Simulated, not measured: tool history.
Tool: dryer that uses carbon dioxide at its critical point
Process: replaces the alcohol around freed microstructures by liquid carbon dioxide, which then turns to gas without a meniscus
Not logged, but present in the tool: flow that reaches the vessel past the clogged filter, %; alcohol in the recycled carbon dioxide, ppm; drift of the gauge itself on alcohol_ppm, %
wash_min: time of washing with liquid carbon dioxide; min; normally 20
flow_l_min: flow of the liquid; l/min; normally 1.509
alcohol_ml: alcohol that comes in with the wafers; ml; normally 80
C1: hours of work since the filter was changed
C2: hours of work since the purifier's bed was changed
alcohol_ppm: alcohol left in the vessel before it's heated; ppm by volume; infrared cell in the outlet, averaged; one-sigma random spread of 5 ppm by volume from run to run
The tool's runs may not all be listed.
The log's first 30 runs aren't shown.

{"run": 31, "hour": 1161.1, "wash_min": 20, "flow_l_min": 2.23, "alcohol_ml": 22, "C1": 24, "C2": 70, "alcohol_ppm": 36}
{"run": 32, "hour": 1212.1, "wash_min": 20, "flow_l_min": 2.23, "alcohol_ml": 22, "C1": 44, "C2": 91, "alcohol_ppm": 40}
{"run": 33, "hour": 1235.3, "wash_min": 20, "flow_l_min": 2.26, "alcohol_ml": 100, "C1": 53, "C2": 100, "alcohol_ppm": 40}
{"run": 34, "hour": 1283.4, "wash_min": 17, "flow_l_min": 1.61, "alcohol_ml": 65, "C1": 73, "C2": 119, "alcohol_ppm": 106}
{"run": 35, "hour": 1333.0, "wash_min": 20, "flow_l_min": 1.9, "alcohol_ml": 80, "C1": 92, "C2": 139, "alcohol_ppm": 59}
{"run": 36, "hour": 1378.8, "wash_min": 20, "flow_l_min": 1.29, "alcohol_ml": 33, "C1": 111, "C2": 157, "alcohol_ppm": 97}
{"run": 37, "hour": 1412.2, "wash_min": 20, "flow_l_min": 1.92, "alcohol_ml": 80, "C1": 124, "C2": 170, "alcohol_ppm": 65}
{"run": 38, "hour": 1462.5, "wash_min": 20, "flow_l_min": 1.73, "alcohol_ml": 35, "C1": 144, "C2": 190, "alcohol_ppm": 71}
{"run": 39, "hour": 1487.3, "wash_min": 15, "flow_l_min": 1.73, "alcohol_ml": 35, "C1": 154, "C2": 200, "alcohol_ppm": 121}
{"run": 40, "hour": 1531.6, "wash_min": 24, "flow_l_min": 1.45, "alcohol_ml": 42, "C1": 172, "C2": 218, "alcohol_ppm": 79}
{"run": 41, "hour": 1570.5, "wash_min": 24, "flow_l_min": 1.45, "alcohol_ml": 42, "C1": 187, "C2": 233, "alcohol_ppm": 78}
{"run": 42, "hour": 1625.4, "wash_min": 24, "flow_l_min": 1.45, "alcohol_ml": 42, "C1": 209, "C2": 255, "alcohol_ppm": 95}
{"run": 43, "hour": 1668.3, "wash_min": 13, "flow_l_min": 1.509, "alcohol_ml": 80, "C1": 226, "C2": 272, "alcohol_ppm": 615}
{"run": 44, "hour": 1698.0, "wash_min": 20, "flow_l_min": 1.32, "alcohol_ml": 91, "C1": 238, "C2": 284, "alcohol_ppm": 259}
{"run": 45, "hour": 1728.7, "wash_min": 20, "flow_l_min": 1.32, "alcohol_ml": 91, "C1": 250, "C2": 297, "alcohol_ppm": 277}
{"run": 46, "hour": 1754.9, "wash_min": 20, "flow_l_min": 1.32, "alcohol_ml": 91, "C1": 261, "C2": 307, "alcohol_ppm": 285}

Alternative continuations, all from the tool just after run 46; predict every row:
{"run": "A", "hour": 1788.1, "wash_min": 20, "flow_l_min": 1.94, "alcohol_ml": 91, "C1": 274, "C2": 320, "alcohol_ppm": "?"}
{"run": "B", "hour": 1788.1, "wash_min": 20, "flow_l_min": 2.18, "alcohol_ml": 91, "C1": 274, "C2": 320, "alcohol_ppm": "?"}
{"run": "C", "hour": 1788.1, "wash_min": 18, "flow_l_min": 1.19, "alcohol_ml": 80, "C1": 274, "C2": 320, "alcohol_ppm": "?"}

run=A alcohol_ppm=114
run=B alcohol_ppm=101
run=C alcohol_ppm=527
What these runs would have given with no unlogged condition in the tool:
run=A alcohol_ppm=11
run=B alcohol_ppm=7
run=C alcohol_ppm=239
